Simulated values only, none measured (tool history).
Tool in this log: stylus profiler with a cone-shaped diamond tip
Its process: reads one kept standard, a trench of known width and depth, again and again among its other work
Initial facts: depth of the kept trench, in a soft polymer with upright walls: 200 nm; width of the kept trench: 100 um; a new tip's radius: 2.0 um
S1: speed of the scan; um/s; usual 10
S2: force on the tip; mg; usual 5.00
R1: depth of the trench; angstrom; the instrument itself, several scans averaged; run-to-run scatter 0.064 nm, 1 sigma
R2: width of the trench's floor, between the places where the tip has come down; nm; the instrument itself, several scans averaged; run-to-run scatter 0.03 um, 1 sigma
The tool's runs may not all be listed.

| run | day | S1 | S2 | R1 | R2 |
|---|---|---|---|---|---|
| 1 | 0.000 | 10 | 5.00 | 2047.0 | 97480 |
| 2 | 4.775 | 10 | 5.00 | 2048.4 | 97460 |
| 3 | 9.217 | 10 | 5.00 | 2046.2 | 97450 |
| 4 | 13.525 | 10 | 5.00 | 2045.6 | 97420 |
| 5 | 15.512 | 10 | 5.00 | 2045.9 | 97400 |
| 6 | 19.025 | 5 | 5.00 | 2044.8 | 97350 |
| 7 | 23.283 | 16 | 5.00 | 2044.9 | 97440 |
| 8 | 25.675 | 16 | 5.00 | 2045.7 | 97330 |
| 9 | 28.188 | 10 | 11.62 | 2080.8 | 97380 |
| 10 | 31.550 | 10 | 5.00 | 2045.1 | 97290 |
|  | 34.808 | new tip fitted, height scale calibrated |
| 11 | 35.346 | 10 | 5.00 | 2047.9 | 98250 |
| 12 | 39.558 | 10 | 1.84 | 2024.6 | 98200 |
| 13 | 42.662 | 10 | 1.84 | 2022.9 | 98170 |
| 14 | 44.904 | 10 | 1.84 | 2023.2 | 98170 |
| 15 | 49.688 | 10 | 1.84 | 2022.7 | 98070 |
| 16 | 54.512 | 10 | 7.83 | 2064.0 | 98080 |
| 17 | 58.092 | 10 | 5.00 | 2045.9 | 98110 |
| 18 | 61.317 | 10 | 5.00 | 2045.3 | 98060 |
| 19 | 65.692 | 10 | 5.00 | 2044.5 | 98040 |
| 20 | 70.408 | 10 | 5.00 | 2043.5 | 98010 |
| 21 | 74.208 | 10 | 5.00 | 2043.4 | 98000 |
| 22 | 77.817 | 10 | 5.00 | 2043.7 | 97950 |
| 23 | 82.458 | 10 | 5.00 | 2043.3 | 97930 |
| 24 | 86.475 | 25 | 3.59 | 2033.1 | 97800 |
| 25 | 88.879 | 20 | 2.81 | 2026.4 | 97830 |
| 26 | 93.583 | 25 | 2.81 | 2025.8 | 97760 |
| 27 | 95.650 | 3 | 3.03 | 2027.6 | 97880 |
| 28 | 98.588 | 8 | 3.62 | 2031.5 | 97840 |
| 29 | 101.950 | 13 | 2.18 | 2021.1 | 97760 |
| 30 | 106.654 | 25 | 2.63 | 2023.2 | 97680 |
| 31 | 109.679 | 25 | 2.63 | 2023.5 | 97680 |
| 32 | 113.525 | 4 | 4.48 | 2036.7 | 97670 |
|  | 113.821 | height scale calibrated on a step standard |
| 33 | 115.971 | 4 | 4.48 | 2031.8 | 97740 |
| 34 | 118.308 | 2 | 4.37 | 2030.9 | 97720 |
| 35 | 122.767 | 2 | 4.37 | 2030.4 | 97680 |
| 36 | 124.783 | 2 | 4.37 | 2030.8 | 97710 |
| 37 | 129.512 | 2 | 3.71 | 2026.9 | 97680 |
| 38 | 131.475 | 21 | 11.24 | 2068.6 | 97620 |
| 39 | 133.771 | 21 | 11.24 | 2068.5 | 97630 |
|  | 135.158 | height scale calibrated on a step standard, once more |
| 40 | 137.104 | 29 | 11.24 | 2083.7 | 97610 |
| 41 | 139.117 | 8 | 8.00 | 2067.7 | 97560 |
| 42 | 141.758 | 8 | 8.00 | 2066.6 | 97550 |
| 43 | 145.650 | 8 | 8.00 | 2067.1 | 97560 |
| 44 | 147.946 | 4 | 7.26 | 2062.8 | 97600 |
| 45 | 151.462 | 37 | 8.30 | 2066.8 | 97530 |
| 46 | 155.446 | 4 | 14.39 | 2097.3 | 97510 |

For some of the steps in R1 from one run to the next: how much would appear even if the tool had no hidden state, given the settings, what came in and random variation, and how much remains for the hidden state plus any gauge scatter that the measured result and the result without hidden state don't share?
Hidden state at play: radius of the tip, um; height scale over the true one, %; drift of the gauge itself on depth_nm, %; drift of the gauge itself on floor_um, %.
Run 9 -> 10: S2 11.62 -> 5.00. R1 -35.7 angstrom: hidden state -0.3, all else -35.4.
Run 10 -> 11: new tip fitted, height scale calibrated. R1 +2.8 angstrom: hidden state +3.8, all else -1.0.
Run 15 -> 16: S2 1.84 -> 7.83. R1 +41.3 angstrom: hidden state -0.6, all else +41.9.
Run 32 -> 33: height scale calibrated on a step standard. R1 -4.9 angstrom: hidden state -4.0, all else -0.9.
Run 37 -> 38: S1 2 -> 21, S2 3.71 -> 11.24. R1 +41.7 angstrom: hidden state -0.5, all else +42.2.
Run 39 -> 40: S1 21 -> 29, height scale calibrated on a step standard, once more. R1 +15.2 angstrom: hidden state +15.3, all else -0.1.
